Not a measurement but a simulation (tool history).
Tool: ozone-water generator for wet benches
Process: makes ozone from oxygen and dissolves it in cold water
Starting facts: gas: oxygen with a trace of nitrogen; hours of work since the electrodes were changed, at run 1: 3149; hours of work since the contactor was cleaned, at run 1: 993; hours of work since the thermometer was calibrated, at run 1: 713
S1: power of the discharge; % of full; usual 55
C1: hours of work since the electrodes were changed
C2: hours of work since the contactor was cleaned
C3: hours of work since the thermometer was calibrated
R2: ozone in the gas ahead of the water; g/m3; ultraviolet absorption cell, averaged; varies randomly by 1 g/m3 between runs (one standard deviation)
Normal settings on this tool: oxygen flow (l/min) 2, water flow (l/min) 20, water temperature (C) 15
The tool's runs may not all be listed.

run 1 hour=0 | S1=55 oxygen_flow_(l/min)=2 water_flow_(l/min)=20 water_temperature_(C)=15 | C1=3149 C2=993 C3=713 | dissolved_ozone_(ppm)=7.5 R2=171.1
run 2 hour=196.5 | S1=55 oxygen_flow_(l/min)=2 water_flow_(l/min)=20 water_temperature_(C)=15 | C1=3294 C2=1138 C3=858 | dissolved_ozone_(ppm)=7.6 R2=172.1
run 3 hour=353.3 | S1=55 oxygen_flow_(l/min)=1.33 water_flow_(l/min)=20 water_temperature_(C)=15 | C1=3409 C2=1254 C3=974 | dissolved_ozone_(ppm)=5.9 R2=193.4
run 4 hour=543.9 | S1=55 oxygen_flow_(l/min)=2 water_flow_(l/min)=20 water_temperature_(C)=15 | C1=3550 C2=1394 C3=1114 | dissolved_ozone_(ppm)=7.5 R2=170
run 5 hour=720.2 | S1=55 oxygen_flow_(l/min)=2 water_flow_(l/min)=20 water_temperature_(C)=15 | C1=3680 C2=1524 C3=1244 | dissolved_ozone_(ppm)=7.4 R2=170.3
run 6 hour=857.4 | S1=48 oxygen_flow_(l/min)=2 water_flow_(l/min)=20 water_temperature_(C)=15 | C1=3781 C2=1626 C3=1345 | dissolved_ozone_(ppm)=6.8 R2=156.1
run 7 hour=1064.5 | S1=48 oxygen_flow_(l/min)=2 water_flow_(l/min)=20 water_temperature_(C)=15 | C1=3934 C2=1778 C3=1498 | dissolved_ozone_(ppm)=6.9 R2=154.9
run 8 hour=1249.5 | S1=68 oxygen_flow_(l/min)=2 water_flow_(l/min)=20 water_temperature_(C)=15 | C1=4071 C2=1915 C3=1635 | dissolved_ozone_(ppm)=8.1 R2=189.2
run 9 hour=1425.3 | S1=68 oxygen_flow_(l/min)=2 water_flow_(l/min)=20 water_temperature_(C)=15 | C1=4200 C2=2045 C3=1764 | dissolved_ozone_(ppm)=8 R2=188.4
-- hour=1446.1 contactor cleaned
run 10 hour=1597.6 | S1=68 oxygen_flow_(l/min)=2 water_flow_(l/min)=20 water_temperature_(C)=15 | C1=4324 C2=112 C3=1889 | dissolved_ozone_(ppm)=8.1 R2=187.1
run 11 hour=1731.4 | S1=68 oxygen_flow_(l/min)=2 water_flow_(l/min)=20 water_temperature_(C)=15 | C1=4423 C2=210 C3=1987 | dissolved_ozone_(ppm)=8.1 R2=186.3
run 12 hour=1854.5 | S1=68 oxygen_flow_(l/min)=2 water_flow_(l/min)=20 water_temperature_(C)=15 | C1=4514 C2=301 C3=2078 | dissolved_ozone_(ppm)=8.2 R2=184.9
run 13 hour=2074.3 | S1=68 oxygen_flow_(l/min)=2 water_flow_(l/min)=20 water_temperature_(C)=15 | C1=4676 C2=463 C3=2240 | dissolved_ozone_(ppm)=7.9 R2=184.3
-- hour=2182.2 contactor cleaned, once more
run 14 hour=2282.7 | S1=68 oxygen_flow_(l/min)=2 water_flow_(l/min)=20 water_temperature_(C)=15 | C1=4827 C2=74 C3=2391 | dissolved_ozone_(ppm)=8.2 R2=180.5
run 15 hour=2423.3 | S1=68 oxygen_flow_(l/min)=2 water_flow_(l/min)=20 water_temperature_(C)=15 | C1=4931 C2=178 C3=2495 | dissolved_ozone_(ppm)=8.2 R2=181.2
run 16 hour=2605.6 | S1=47 oxygen_flow_(l/min)=2 water_flow_(l/min)=20 water_temperature_(C)=11 | C1=5065 C2=312 C3=2629 | dissolved_ozone_(ppm)=6.8 R2=151.3
run 17 hour=2811 | S1=47 oxygen_flow_(l/min)=2 water_flow_(l/min)=20 water_temperature_(C)=11 | C1=5217 C2=464 C3=2781 | dissolved_ozone_(ppm)=6.8 R2=150.6
run 18 hour=2916.8 | S1=54 oxygen_flow_(l/min)=2 water_flow_(l/min)=19 water_temperature_(C)=15 | C1=5295 C2=542 C3=2859 | dissolved_ozone_(ppm)=7.5 R2=160.9
run 19 hour=3058.9 | S1=54 oxygen_flow_(l/min)=2 water_flow_(l/min)=19 water_temperature_(C)=15 | C1=5399 C2=647 C3=2964 | dissolved_ozone_(ppm)=7.5 R2=159.5
run 20 hour=3264.4 | S1=40 oxygen_flow_(l/min)=2 water_flow_(l/min)=19 water_temperature_(C)=15 | C1=5551 C2=798 C3=3115 | dissolved_ozone_(ppm)=6.3 R2=138.4
run 21 hour=3468 | S1=55 oxygen_flow_(l/min)=2.63 water_flow_(l/min)=24 water_temperature_(C)=15 | C1=5701 C2=948 C3=3265 | dissolved_ozone_(ppm)=6.2 R2=146.6
run 22 hour=3592.3 | S1=75 oxygen_flow_(l/min)=2 water_flow_(l/min)=20 water_temperature_(C)=9 | C1=5793 C2=1040 C3=3357 | dissolved_ozone_(ppm)=8.5 R2=187.4
run 23 hour=3711.2 | S1=97 oxygen_flow_(l/min)=1.07 water_flow_(l/min)=26 water_temperature_(C)=15 | C1=5881 C2=1128 C3=3445 | dissolved_ozone_(ppm)=4.7 R2=256.9
run 24 hour=3884 | S1=88 oxygen_flow_(l/min)=1.07 water_flow_(l/min)=26 water_temperature_(C)=15 | C1=6008 C2=1255 C3=3572 | dissolved_ozone_(ppm)=4.4 R2=243.9

Branching from run 24: 3 alternative next runs. What would each branch give?
run A hour=4072.9 | S1=77 oxygen_flow_(l/min)=1.75 water_flow_(l/min)=26 water_temperature_(C)=13 | C1=6147 C2=1395 C3=3712 | dissolved_ozone_(ppm)=? R2=?
run B hour=4072.9 | S1=88 oxygen_flow_(l/min)=2.12 water_flow_(l/min)=26 water_temperature_(C)=19 | C1=6147 C2=1395 C3=3712 | dissolved_ozone_(ppm)=? R2=?
run C hour=4072.9 | S1=55 oxygen_flow_(l/min)=2 water_flow_(l/min)=27 water_temperature_(C)=15 | C1=6147 C2=1395 C3=3712 | dissolved_ozone_(ppm)=? R2=?

run=A dissolved_ozone_(ppm)=5.3 R2=195.2
run=B dissolved_ozone_(ppm)=6.1 R2=197.7
run=C dissolved_ozone_(ppm)=4.6 R2=158.8
Without the tool's hidden state the same runs would have given:
run=A dissolved_ozone_(ppm)=6.6 R2=234.8
run=B dissolved_ozone_(ppm)=7.7 R2=240.7
run=C dissolved_ozone_(ppm)=5.5 R2=184.9

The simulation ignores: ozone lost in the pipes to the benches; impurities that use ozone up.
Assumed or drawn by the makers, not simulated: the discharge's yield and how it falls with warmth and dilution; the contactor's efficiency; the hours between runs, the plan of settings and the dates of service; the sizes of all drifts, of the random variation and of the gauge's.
